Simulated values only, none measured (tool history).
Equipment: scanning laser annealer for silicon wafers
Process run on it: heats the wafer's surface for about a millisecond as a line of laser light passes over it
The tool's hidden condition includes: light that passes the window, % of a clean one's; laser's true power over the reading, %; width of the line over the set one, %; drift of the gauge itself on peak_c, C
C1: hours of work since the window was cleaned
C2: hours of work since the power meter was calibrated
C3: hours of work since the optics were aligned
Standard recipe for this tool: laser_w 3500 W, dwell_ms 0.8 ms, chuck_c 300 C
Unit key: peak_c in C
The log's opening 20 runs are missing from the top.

{"run": 21, "day": 8.192, "laser_w": 3500, "dwell_ms": 0.8, "chuck_c": 300, "C1": 365, "C2": 103, "C3": 1000, "peak_c": 1049}
{"run": 22, "day": 8.438, "laser_w": 3049, "dwell_ms": 0.781, "chuck_c": 300, "C1": 367, "C2": 106, "C3": 1002, "peak_c": 951}
{"run": 23, "day": 8.775, "laser_w": 3049, "dwell_ms": 0.781, "chuck_c": 300, "C1": 370, "C2": 109, "C3": 1005, "peak_c": 949}
{"run": 24, "day": 9.15, "laser_w": 3591, "dwell_ms": 0.8, "chuck_c": 313, "C1": 374, "C2": 112, "C3": 1009, "peak_c": 1079}
{"run": 25, "day": 9.488, "laser_w": 3500, "dwell_ms": 0.589, "chuck_c": 305, "C1": 377, "C2": 116, "C3": 1012, "peak_c": 950}
{"run": 26, "day": 10.062, "laser_w": 3500, "dwell_ms": 0.641, "chuck_c": 279, "C1": 383, "C2": 121, "C3": 1018, "peak_c": 952}
{"run": 27, "day": 10.396, "laser_w": 3500, "dwell_ms": 0.8, "chuck_c": 266, "C1": 386, "C2": 125, "C3": 1021, "peak_c": 1015}
{"run": 28, "day": 10.962, "laser_w": 3385, "dwell_ms": 0.996, "chuck_c": 279, "C1": 392, "C2": 130, "C3": 1027, "peak_c": 1086}
{"run": 29, "day": 11.346, "laser_w": 3831, "dwell_ms": 0.996, "chuck_c": 279, "C1": 395, "C2": 134, "C3": 1030, "peak_c": 1185}
{"run": 30, "day": 11.729, "laser_w": 3500, "dwell_ms": 0.827, "chuck_c": 285, "C1": 399, "C2": 137, "C3": 1034, "peak_c": 1047}
{"run": 31, "day": 12.15, "laser_w": 3500, "dwell_ms": 0.943, "chuck_c": 285, "C1": 403, "C2": 141, "C3": 1038, "peak_c": 1099}
{"day": 12.417, "done": "window over the wafer cleaned"}
{"run": 32, "day": 12.704, "laser_w": 3500, "dwell_ms": 0.943, "chuck_c": 285, "C1": 3, "C2": 146, "C3": 1043, "peak_c": 1095}
{"run": 33, "day": 13.233, "laser_w": 3044, "dwell_ms": 0.594, "chuck_c": 267, "C1": 8, "C2": 151, "C3": 1048, "peak_c": 837}
{"run": 34, "day": 13.579, "laser_w": 3763, "dwell_ms": 0.691, "chuck_c": 278, "C1": 11, "C2": 155, "C3": 1051, "peak_c": 1026}
{"run": 35, "day": 14.021, "laser_w": 3031, "dwell_ms": 0.858, "chuck_c": 300, "C1": 16, "C2": 159, "C3": 1055, "peak_c": 975}
{"run": 36, "day": 14.283, "laser_w": 3031, "dwell_ms": 0.858, "chuck_c": 305, "C1": 18, "C2": 161, "C3": 1058, "peak_c": 982}
{"run": 37, "day": 14.596, "laser_w": 3546, "dwell_ms": 0.717, "chuck_c": 305, "C1": 21, "C2": 164, "C3": 1061, "peak_c": 1023}
{"run": 38, "day": 15.004, "laser_w": 3371, "dwell_ms": 0.695, "chuck_c": 305, "C1": 25, "C2": 168, "C3": 1065, "peak_c": 980}
{"run": 39, "day": 15.421, "laser_w": 3690, "dwell_ms": 0.8, "chuck_c": 260, "C1": 29, "C2": 172, "C3": 1069, "peak_c": 1050}
{"run": 40, "day": 15.933, "laser_w": 3690, "dwell_ms": 0.8, "chuck_c": 260, "C1": 34, "C2": 177, "C3": 1074, "peak_c": 1053}
{"run": 41, "day": 16.3, "laser_w": 3690, "dwell_ms": 0.8, "chuck_c": 260, "C1": 38, "C2": 181, "C3": 1077, "peak_c": 1051}

Each row is a separate what-if for the run after 41, all from the same tool condition, not one after another. Results?
{"run": "A", "day": 16.675, "laser_w": 3229, "dwell_ms": 0.8, "chuck_c": 260, "C1": 41, "C2": 185, "C3": 1081, "peak_c": "?"}
{"run": "B", "day": 16.675, "laser_w": 3284, "dwell_ms": 0.8, "chuck_c": 300, "C1": 41, "C2": 185, "C3": 1081, "peak_c": "?"}
{"run": "C", "day": 16.675, "laser_w": 3017, "dwell_ms": 0.605, "chuck_c": 334, "C1": 41, "C2": 185, "C3": 1081, "peak_c": "?"}
{"run": "D", "day": 16.675, "laser_w": 3835, "dwell_ms": 0.617, "chuck_c": 302, "C1": 41, "C2": 185, "C3": 1081, "peak_c": "?"}

run=A peak_c=958
run=B peak_c=1006
run=C peak_c=903
run=D peak_c=1024
With no hidden state in the tool, these same runs would have given:
run=A peak_c=958
run=B peak_c=1006
run=C peak_c=903
run=D peak_c=1025
